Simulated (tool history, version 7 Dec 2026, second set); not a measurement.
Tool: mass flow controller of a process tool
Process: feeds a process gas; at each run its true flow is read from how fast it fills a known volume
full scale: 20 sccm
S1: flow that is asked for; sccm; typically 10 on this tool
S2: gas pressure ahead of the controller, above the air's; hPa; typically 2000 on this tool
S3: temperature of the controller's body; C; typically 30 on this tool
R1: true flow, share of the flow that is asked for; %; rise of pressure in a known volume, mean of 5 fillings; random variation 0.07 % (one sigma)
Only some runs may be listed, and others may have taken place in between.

| run | day | S1 | S2 | S3 | R1 |
|---|---|---|---|---|---|
| 1 | 0 | 10 | 2000 | 30 | 95.33 |
| 2 | 11.121 | 5 | 2000 | 30 | 94.56 |
| 3 | 22.883 | 10 | 2000 | 27 | 95.03 |
| 4 | 37.621 | 10 | 2000 | 24 | 94.92 |
| 5 | 54.85 | 10 | 2000 | 24 | 94.97 |
| 6 | 68.462 | 10 | 2000 | 24 | 95.04 |
| 7 | 79.283 | 10 | 2000 | 24 | 94.95 |
| 8 | 95.733 | 10 | 2000 | 30 | 95.19 |
| 9 | 108.638 | 10 | 2000 | 30 | 98.8 |
| 10 | 118.808 | 10 | 2000 | 30 | 98.99 |
| 11 | 135.917 | 10 | 2180 | 30 | 98.8 |
| 12 | 149.821 | 10 | 2180 | 30 | 98.77 |
| 13 | 168.95 | 10 | 2180 | 30 | 98.69 |
| 14 | 185.1 | 10 | 2180 | 30 | 98.77 |
| 15 | 197.433 | 10 | 2180 | 30 | 98.67 |
| 16 | 216.979 | 10 | 1830 | 29 | 98.83 |
| 17 | 237.05 | 10 | 1830 | 29 | 98.78 |
| 18 | 255.333 | 4 | 2570 | 36 | 98.89 |
| 19 | 272.338 | 4 | 2570 | 36 | 99.93 |
| 20 | 289.488 | 10 | 2160 | 20 | 98.79 |
| 21 | 301.392 | 15 | 1590 | 21 | 99.21 |
| 22 | 318.821 | 15 | 1590 | 21 | 99.33 |
| 23 | 331.938 | 15 | 1590 | 21 | 99.3 |
| 24 | 346.379 | 3 | 2130 | 35 | 96.79 |
| 25 | 364.425 | 3 | 1690 | 34 | 96.98 |
| 26 | 383.458 | 3 | 1690 | 34 | 97.32 |
| 27 | 394.2 | 15 | 2410 | 27 | 97.81 |
| 28 | 414.296 | 10 | 1460 | 27 | 97.78 |

Taken out of this log: 3 entries between the listed runs. Where each belongs, and how the hidden state differs across it:
After run 8, before run 9: controller exchanged for a calibrated one (day 108.638)
  flow at rest that the sensor doesn't see, % of full scale: 0.221 -> 0.031; true flow over the shown one, %: -4.06 -> 0.09
  measured result minus the result with no hidden state, R1: -3.62 -> +0.15 %
After run 18, before run 19: controller's zero set anew (day 256.3)
  flow at rest that the sensor doesn't see, % of full scale: 0.346 -> 0.599; true flow over the shown one, %: -0.71 -> -0.8
  measured result minus the result with no hidden state, R1: +1.01 -> +2.2 %
After run 23, before run 24: controller's zero set anew, once more (day 339.567)
  flow at rest that the sensor doesn't see, % of full scale: 0.727 -> 0.027; true flow over the shown one, %: -1.11 -> -1.19
  measured result minus the result with no hidden state, R1: -0.14 -> -1.01 %
